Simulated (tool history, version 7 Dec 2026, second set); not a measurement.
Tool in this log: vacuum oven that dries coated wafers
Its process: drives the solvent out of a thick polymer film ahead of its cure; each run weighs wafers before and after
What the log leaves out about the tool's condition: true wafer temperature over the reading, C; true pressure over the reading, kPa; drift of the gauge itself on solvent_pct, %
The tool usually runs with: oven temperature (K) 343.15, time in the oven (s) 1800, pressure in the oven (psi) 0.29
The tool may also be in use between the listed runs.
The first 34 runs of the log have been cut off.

| run | hour | oven temperature (K) | time in the oven (s) | pressure in the oven (psi) | hours of work since the thermocouples were calibrated | hours of work since the vacuum gauge was cleaned of residue | solvent left in the film (%) |
|---|---|---|---|---|---|---|---|
| 35 | 549.5 | 342.15 | 1560 | 0.154 | 259 | 431 | 1.694 |
| 36 | 570.1 | 342.15 | 1560 | 0.154 | 270 | 441 | 1.677 |
| 37 | 587.8 | 342.15 | 1560 | 0.154 | 278 | 450 | 1.674 |
| 38 | 607.1 | 342.15 | 1560 | 0.154 | 288 | 459 | 1.68 |
| 39 | 628.4 | 347.15 | 1800 | 0.521 | 298 | 470 | 1.575 |
| 40 | 640.3 | 343.15 | 3060 | 0.792 | 304 | 476 | 2.217 |
| 41 | 658.5 | 343.15 | 1620 | 0.215 | 313 | 485 | 1.602 |
| 42 | 674 | 343.15 | 1620 | 0.215 | 321 | 492 | 1.575 |

For run 43, what comes out?
| 43 | 692.6 | 338.15 | 1920 | 0.229 | 330 | 502 | ? |

solvent left in the film (%): 1.993
On a tool with no hidden condition, and with the same random variation, this run would have come out at solvent left in the film (%) 2.013.

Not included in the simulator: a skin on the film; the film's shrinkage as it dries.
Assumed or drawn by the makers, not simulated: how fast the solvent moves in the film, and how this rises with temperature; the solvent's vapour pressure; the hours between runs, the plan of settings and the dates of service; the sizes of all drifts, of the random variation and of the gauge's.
